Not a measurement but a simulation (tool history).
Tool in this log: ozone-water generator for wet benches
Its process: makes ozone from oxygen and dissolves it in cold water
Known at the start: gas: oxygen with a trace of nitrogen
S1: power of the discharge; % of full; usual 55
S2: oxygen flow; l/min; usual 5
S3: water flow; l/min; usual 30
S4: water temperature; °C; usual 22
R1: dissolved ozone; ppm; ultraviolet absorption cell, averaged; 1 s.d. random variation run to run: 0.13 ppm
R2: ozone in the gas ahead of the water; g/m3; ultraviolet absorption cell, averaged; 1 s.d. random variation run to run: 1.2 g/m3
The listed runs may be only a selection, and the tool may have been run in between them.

run	hour	S1	S2	S3	S4	R1	R2
1	0	55	5	30	22	12.3	186.7
2	155	55	5	30	22	12.5	184.8
3	234	55	7.1	30	22	11.7	143.8
4	396.7	55	7.58	30	22	11.6	137.4
5	477.9	55	7.58	30	16	12.4	135.6
6	578	55	7.58	30	16	12.2	135.7
7	700.3	55	7.58	30	16	12.4	133.5
8	778.9	55	5	30	22	12	180.2
9	956.7	55	5	30	27	11.2	180.3
10	1068.5	55	5	30	26	11.3	177.6
11	1147.7	55	5	37	26	9.4	177.7
12	1320.7	55	5	37	26	9.3	180.2
13	1400.4	66	5.14	30	16	13.6	188.2
14	1533.9	89	5.14	24	16	19.1	216
15	1697.3	89	5.14	24	16	18.5	215.9
16	1842.7	82	5.14	24	15	18.2	205.1
17	1938.9	61	5	30	21	12.2	182
18	2082.8	55	6.8	27	25	11.3	140.1
19	2271.5	55	8.06	30	21	10.5	123.4
20	2444.2	55	8.06	30	30	9.4	124.3
21	2523.7	55	8.06	30	30	9.3	122.6

What if the next run were any one of these 4? Each begins from the tool's condition after run 21:
A	2610	50	8.06	30	30	?	?
B	2610	54	5	30	22	?	?
C	2610	45	8.06	20	30	?	?
D	2610	55	5	30	22	?	?

run	R1	R2
A	8.7	117.9
B	11.1	168.9
C	11.1	112.7
D	11.3	171.1
Take away the tool's hidden state, keep each run's random variation, and the runs would have read:
run	R1	R2
A	11.2	144.2
B	14.3	208.7
C	14	136.3
D	14.6	212
